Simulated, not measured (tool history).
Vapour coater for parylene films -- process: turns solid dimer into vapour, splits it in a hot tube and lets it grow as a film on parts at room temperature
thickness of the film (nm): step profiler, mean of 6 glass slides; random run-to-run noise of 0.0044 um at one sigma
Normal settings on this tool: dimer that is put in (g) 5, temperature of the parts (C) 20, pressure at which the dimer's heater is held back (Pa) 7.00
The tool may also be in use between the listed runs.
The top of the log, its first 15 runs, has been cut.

| run | hour | dimer that is put in (g) | temperature of the parts (C) | pressure at which the dimer's heater is held back (Pa) | thickness of the film (nm) |
|---|---|---|---|---|---|
| 16 | 204.7 | 5 | 20 | 7.00 | 994 |
| 17 | 214.9 | 2 | 20 | 7.00 | 391 |
| 18 | 233.4 | 2 | 20 | 7.00 | 399 |
| 19 | 245.4 | 5 | 13 | 7.00 | 1191 |
| 20 | 255.9 | 5 | 17 | 7.00 | 1077 |
| 21 | 269.0 | 8 | 14 | 7.00 | 1850 |
| 22 | 286.8 | 8 | 14 | 10.06 | 1778 |
| 23 | 303.5 | 4 | 20 | 5.58 | 809 |
| 24 | 319.2 | 7 | 20 | 2.07 | 1588 |
| 25 | 336.5 | 3 | 17 | 2.35 | 718 |
| 26 | 353.9 | 5 | 16 | 5.86 | 1117 |
| 27 | 369.7 | 8 | 13 | 8.88 | 1837 |
| 28 | 385.9 | 8 | 13 | 8.88 | 1839 |
| 29 | 398.2 | 3 | 19 | 2.29 | 691 |
| 30 | 411.7 | 3 | 19 | 2.29 | 684 |
| 31 | 421.1 | 2 | 19 | 9.48 | 385 |
| 32 | 437.0 | 2 | 19 | 9.48 | 384 |
| 33 | 448.2 | 3 | 20 | 5.41 | 608 |

Forecast each of these 3 alternatives for the next run:
| A | 465.1 | 5 | 21 | 2.75 | ? |
| B | 465.1 | 6 | 19 | 8.51 | ? |
| C | 465.1 | 7 | 26 | 4.13 | ? |

| run | thickness of the film (nm) |
|---|---|
| A | 1058 |
| B | 1179 |
| C | 1249 |
Take away the tool's hidden state, keep each run's random variation, and the runs would have read:
| run | thickness of the film (nm) |
|---|---|
| A | 1087 |
| B | 1211 |
| C | 1283 |

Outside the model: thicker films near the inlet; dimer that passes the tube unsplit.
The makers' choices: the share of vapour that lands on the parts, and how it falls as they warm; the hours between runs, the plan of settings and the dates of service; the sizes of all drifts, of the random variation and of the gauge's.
